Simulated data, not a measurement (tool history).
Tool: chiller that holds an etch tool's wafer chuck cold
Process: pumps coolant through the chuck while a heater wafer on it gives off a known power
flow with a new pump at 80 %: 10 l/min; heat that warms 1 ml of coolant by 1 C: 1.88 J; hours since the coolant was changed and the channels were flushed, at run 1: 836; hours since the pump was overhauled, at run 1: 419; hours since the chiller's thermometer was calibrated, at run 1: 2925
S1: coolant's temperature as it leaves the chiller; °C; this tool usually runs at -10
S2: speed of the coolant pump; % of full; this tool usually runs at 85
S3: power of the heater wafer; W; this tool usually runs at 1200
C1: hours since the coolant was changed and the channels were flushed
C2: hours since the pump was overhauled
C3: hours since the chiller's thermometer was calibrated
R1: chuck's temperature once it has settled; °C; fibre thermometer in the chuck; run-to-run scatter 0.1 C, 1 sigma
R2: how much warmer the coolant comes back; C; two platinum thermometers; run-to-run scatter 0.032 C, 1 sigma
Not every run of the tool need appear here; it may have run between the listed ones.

run 1 hour=0.0 | S1=-10 S2=85 S3=1200 | C1=836 C2=419 C3=2925 | R1=1.8 R2=3.61
run 2 hour=44.5 | S1=-10 S2=85 S3=1200 | C1=881 C2=463 C3=2969 | R1=1.9 R2=3.60
run 3 hour=84.5 | S1=-10 S2=85 S3=1734 | C1=921 C2=503 C3=3009 | R1=6.9 R2=5.28
run 4 hour=127.1 | S1=-10 S2=85 S3=1200 | C1=964 C2=546 C3=3052 | R1=1.7 R2=3.65
-- hour=135.7 coolant pump overhauled
run 5 hour=158.8 | S1=-10 S2=85 S3=1200 | C1=990 C2=23 C3=3079 | R1=1.9 R2=3.64
run 6 hour=208.4 | S1=-10 S2=85 S3=1200 | C1=1040 C2=73 C3=3128 | R1=2.0 R2=3.71
run 7 hour=240.4 | S1=-10 S2=85 S3=1200 | C1=1072 C2=105 C3=3160 | R1=1.8 R2=3.70
run 8 hour=265.4 | S1=-10 S2=99 S3=613 | C1=1097 C2=130 C3=3185 | R1=-4.6 R2=1.62
run 9 hour=305.6 | S1=-19 S2=99 S3=613 | C1=1137 C2=170 C3=3225 | R1=-13.4 R2=1.61
run 10 hour=355.7 | S1=-17 S2=98 S3=1301 | C1=1187 C2=220 C3=3276 | R1=-5.5 R2=3.44
-- hour=372.2 coolant pump overhauled, once more
run 11 hour=385.1 | S1=-20 S2=98 S3=1301 | C1=1212 C2=13 C3=3300 | R1=-8.5 R2=3.42
run 12 hour=436.0 | S1=-20 S2=98 S3=1301 | C1=1263 C2=64 C3=3351 | R1=-8.5 R2=3.41
run 13 hour=466.9 | S1=-12 S2=85 S3=1200 | C1=1293 C2=95 C3=3382 | R1=-0.1 R2=3.62
run 14 hour=509.4 | S1=-3 S2=85 S3=662 | C1=1336 C2=137 C3=3424 | R1=3.7 R2=1.99

Predict each of these 4 candidate next runs independently; none follows another, all start after run 14:
run A hour=531.9 | S1=-3 S2=74 S3=1028 | C1=1358 C2=160 C3=3447 | R1=? R2=?
run B hour=531.9 | S1=-13 S2=69 S3=1290 | C1=1358 C2=160 C3=3447 | R1=? R2=?
run C hour=531.9 | S1=-8 S2=79 S3=1484 | C1=1358 C2=160 C3=3447 | R1=? R2=?
run D hour=531.9 | S1=-10 S2=80 S3=1308 | C1=1358 C2=160 C3=3447 | R1=? R2=?

run=A R1=8.7 R2=3.51
run=B R1=2.3 R2=4.75
run=C R1=7.4 R2=4.79
run=D R1=3.7 R2=4.16
Stripped of hidden state, with their random variation kept, the same runs would have yielded:
run=A R1=7.9 R2=3.51
run=B R1=1.4 R2=4.75
run=C R1=6.4 R2=4.78
run=D R1=2.8 R2=4.15

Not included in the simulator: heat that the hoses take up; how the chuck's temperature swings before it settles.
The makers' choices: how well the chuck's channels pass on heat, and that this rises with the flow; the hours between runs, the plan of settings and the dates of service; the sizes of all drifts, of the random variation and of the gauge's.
